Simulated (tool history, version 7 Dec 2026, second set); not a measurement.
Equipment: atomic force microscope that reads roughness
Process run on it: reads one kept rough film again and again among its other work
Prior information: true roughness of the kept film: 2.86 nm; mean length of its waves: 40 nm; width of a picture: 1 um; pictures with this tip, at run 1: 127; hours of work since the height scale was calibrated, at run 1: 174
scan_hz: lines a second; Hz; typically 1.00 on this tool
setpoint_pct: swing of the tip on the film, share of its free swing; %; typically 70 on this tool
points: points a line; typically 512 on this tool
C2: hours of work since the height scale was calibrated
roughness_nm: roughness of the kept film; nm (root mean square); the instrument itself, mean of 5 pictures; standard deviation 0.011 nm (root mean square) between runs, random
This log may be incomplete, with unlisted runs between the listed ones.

{"run": 1, "hour": 0.0, "scan_hz": 1.0, "setpoint_pct": 70, "points": 512, "pictures with this tip": 127, "C2": 174, "roughness_nm": 2.489}
{"run": 2, "hour": 10.1, "scan_hz": 1.0, "setpoint_pct": 70, "points": 294, "pictures with this tip": 136, "C2": 179, "roughness_nm": 2.472}
{"run": 3, "hour": 19.3, "scan_hz": 1.0, "setpoint_pct": 70, "points": 413, "pictures with this tip": 145, "C2": 184, "roughness_nm": 2.457}
{"run": 4, "hour": 30.1, "scan_hz": 1.0, "setpoint_pct": 70, "points": 413, "pictures with this tip": 154, "C2": 190, "roughness_nm": 2.455}
{"run": 5, "hour": 40.3, "scan_hz": 1.0, "setpoint_pct": 70, "points": 712, "pictures with this tip": 164, "C2": 195, "roughness_nm": 2.423}
{"run": 6, "hour": 49.7, "scan_hz": 1.0, "setpoint_pct": 70, "points": 712, "pictures with this tip": 172, "C2": 200, "roughness_nm": 2.435}
{"run": 7, "hour": 61.2, "scan_hz": 1.0, "setpoint_pct": 70, "points": 712, "pictures with this tip": 183, "C2": 205, "roughness_nm": 2.412}
{"run": 8, "hour": 69.1, "scan_hz": 1.0, "setpoint_pct": 70, "points": 512, "pictures with this tip": 190, "C2": 209, "roughness_nm": 2.402}
{"run": 9, "hour": 77.1, "scan_hz": 1.0, "setpoint_pct": 70, "points": 512, "pictures with this tip": 197, "C2": 214, "roughness_nm": 2.399}
{"run": 10, "hour": 86.0, "scan_hz": 1.0, "setpoint_pct": 70, "points": 512, "pictures with this tip": 206, "C2": 218, "roughness_nm": 2.387}
{"run": 11, "hour": 93.4, "scan_hz": 1.0, "setpoint_pct": 64, "points": 512, "pictures with this tip": 212, "C2": 222, "roughness_nm": 2.418}
{"run": 12, "hour": 100.0, "scan_hz": 1.0, "setpoint_pct": 70, "points": 258, "pictures with this tip": 218, "C2": 225, "roughness_nm": 2.37}
{"run": 13, "hour": 107.4, "scan_hz": 1.0, "setpoint_pct": 70, "points": 258, "pictures with this tip": 225, "C2": 229, "roughness_nm": 2.373}
{"hour": 110.9, "done": "new tip fitted"}
{"run": 14, "hour": 118.5, "scan_hz": 1.0, "setpoint_pct": 70, "points": 258, "pictures with this tip": 7, "C2": 234, "roughness_nm": 2.649}
{"run": 15, "hour": 124.9, "scan_hz": 1.0, "setpoint_pct": 70, "points": 258, "pictures with this tip": 13, "C2": 238, "roughness_nm": 2.645}
{"run": 16, "hour": 133.7, "scan_hz": 1.0, "setpoint_pct": 70, "points": 258, "pictures with this tip": 21, "C2": 242, "roughness_nm": 2.63}
{"run": 17, "hour": 142.2, "scan_hz": 1.48, "setpoint_pct": 86, "points": 258, "pictures with this tip": 29, "C2": 247, "roughness_nm": 2.441}
{"run": 18, "hour": 148.0, "scan_hz": 2.39, "setpoint_pct": 67, "points": 509, "pictures with this tip": 34, "C2": 250, "roughness_nm": 2.547}
{"run": 19, "hour": 159.4, "scan_hz": 3.49, "setpoint_pct": 76, "points": 486, "pictures with this tip": 44, "C2": 255, "roughness_nm": 2.345}
{"hour": 161.0, "done": "height scale calibrated on a step standard"}
{"run": 20, "hour": 166.4, "scan_hz": 1.45, "setpoint_pct": 76, "points": 486, "pictures with this tip": 50, "C2": 3, "roughness_nm": 2.528}
{"run": 21, "hour": 177.7, "scan_hz": 1.97, "setpoint_pct": 67, "points": 711, "pictures with this tip": 60, "C2": 9, "roughness_nm": 2.542}
{"run": 22, "hour": 187.3, "scan_hz": 1.97, "setpoint_pct": 67, "points": 711, "pictures with this tip": 69, "C2": 13, "roughness_nm": 2.52}
{"run": 23, "hour": 195.1, "scan_hz": 2.2, "setpoint_pct": 84, "points": 711, "pictures with this tip": 76, "C2": 17, "roughness_nm": 2.348}
{"run": 24, "hour": 201.3, "scan_hz": 1.4, "setpoint_pct": 58, "points": 837, "pictures with this tip": 82, "C2": 21, "roughness_nm": 2.589}
{"run": 25, "hour": 208.0, "scan_hz": 1.0, "setpoint_pct": 56, "points": 512, "pictures with this tip": 88, "C2": 24, "roughness_nm": 2.59}
{"run": 26, "hour": 214.2, "scan_hz": 1.0, "setpoint_pct": 76, "points": 337, "pictures with this tip": 94, "C2": 27, "roughness_nm": 2.502}
{"hour": 218.9, "done": "height scale calibrated on a step standard, once more"}
{"run": 27, "hour": 223.2, "scan_hz": 1.0, "setpoint_pct": 76, "points": 337, "pictures with this tip": 101, "C2": 2, "roughness_nm": 2.499}
{"run": 28, "hour": 228.1, "scan_hz": 2.61, "setpoint_pct": 63, "points": 778, "pictures with this tip": 105, "C2": 5, "roughness_nm": 2.489}
{"run": 29, "hour": 234.1, "scan_hz": 2.61, "setpoint_pct": 63, "points": 778, "pictures with this tip": 111, "C2": 8, "roughness_nm": 2.491}

The next listed run, before its measurement:
{"run": 30, "hour": 242.7, "scan_hz": 2.61, "setpoint_pct": 63, "points": 778, "pictures with this tip": 119, "C2": 12, "roughness_nm": "?"}

{"run 30": {"roughness_nm": 2.468}}
With no hidden state in the tool, this same run would have given roughness_nm 2.617 nm (root mean square).
